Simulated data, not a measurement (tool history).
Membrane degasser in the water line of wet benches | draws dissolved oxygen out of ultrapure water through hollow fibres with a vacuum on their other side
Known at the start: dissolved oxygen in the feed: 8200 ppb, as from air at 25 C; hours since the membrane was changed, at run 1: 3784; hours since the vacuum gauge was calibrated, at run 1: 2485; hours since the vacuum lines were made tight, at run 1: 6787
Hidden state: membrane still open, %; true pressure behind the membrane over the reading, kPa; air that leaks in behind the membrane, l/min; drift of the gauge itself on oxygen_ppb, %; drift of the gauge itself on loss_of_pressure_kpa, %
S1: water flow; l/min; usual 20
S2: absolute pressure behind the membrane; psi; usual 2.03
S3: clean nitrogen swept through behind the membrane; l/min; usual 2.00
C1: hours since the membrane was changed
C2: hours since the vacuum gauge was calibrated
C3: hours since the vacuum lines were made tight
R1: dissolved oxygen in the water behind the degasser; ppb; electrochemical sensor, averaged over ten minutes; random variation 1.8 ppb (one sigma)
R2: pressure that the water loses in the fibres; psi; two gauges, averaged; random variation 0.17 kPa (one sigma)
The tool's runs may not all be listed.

run,day,S1,S2,S3,C1,C2,C3,R1,R2
1,0.000,20,2.03,2.00,3784,2485,6787,284.4,3.955
2,1.975,20,2.03,2.00,3832,2533,6835,284.5,4.007
3,5.275,20,2.03,2.03,3911,2612,6914,279.6,4.023
# day 6.142: seals of the vacuum lines changed
4,9.279,28,2.03,2.00,4005,2706,75,458.9,5.551
5,12.600,20,2.03,2.00,4085,2786,155,283.2,3.932
6,16.767,20,2.03,2.00,4185,2886,255,282.4,3.954
7,21.167,20,1.54,2.00,4290,2991,361,209.0,4.041
8,23.150,20,1.54,2.00,4338,3039,408,209.4,3.994
9,25.096,20,1.54,2.00,4385,3086,455,209.2,4.003
10,28.792,20,2.81,1.44,4473,3174,544,523.1,4.002
11,32.088,20,2.81,1.44,4552,3253,623,522.6,3.997
12,35.929,13,3.15,2.26,4645,3346,715,259.2,2.577
13,40.204,28,1.35,4.72,4747,3448,817,221.6,5.551
14,42.721,28,1.35,4.72,4808,3509,878,222.0,5.553
15,45.371,28,1.35,4.72,4871,3572,941,221.2,5.600
16,48.725,17,2.67,1.79,4952,3653,1022,349.8,3.450
17,52.929,22,1.26,1.79,5053,3754,1123,206.7,4.424
18,55.617,14,4.32,1.79,5117,3818,1187,479.4,2.789

4 ways to go on from here, each from the tool as it stands after run 18. What would each give?
A,57.796,14,2.42,1.79,5169,3870,1240,?,?
B,57.796,21,4.79,5.91,5169,3870,1240,?,?
C,57.796,16,3.54,0.84,5169,3870,1240,?,?
D,57.796,18,1.23,1.17,5169,3870,1240,?,?

run,R1,R2
A,257.4,2.801
B,299.7,4.226
C,839.3,3.201
D,209.5,3.606
Without the tool's hidden state the same runs would have given:
run,R1,R2
A,252.6,2.696
B,289.8,4.068
C,830.1,3.082
D,200.5,3.472

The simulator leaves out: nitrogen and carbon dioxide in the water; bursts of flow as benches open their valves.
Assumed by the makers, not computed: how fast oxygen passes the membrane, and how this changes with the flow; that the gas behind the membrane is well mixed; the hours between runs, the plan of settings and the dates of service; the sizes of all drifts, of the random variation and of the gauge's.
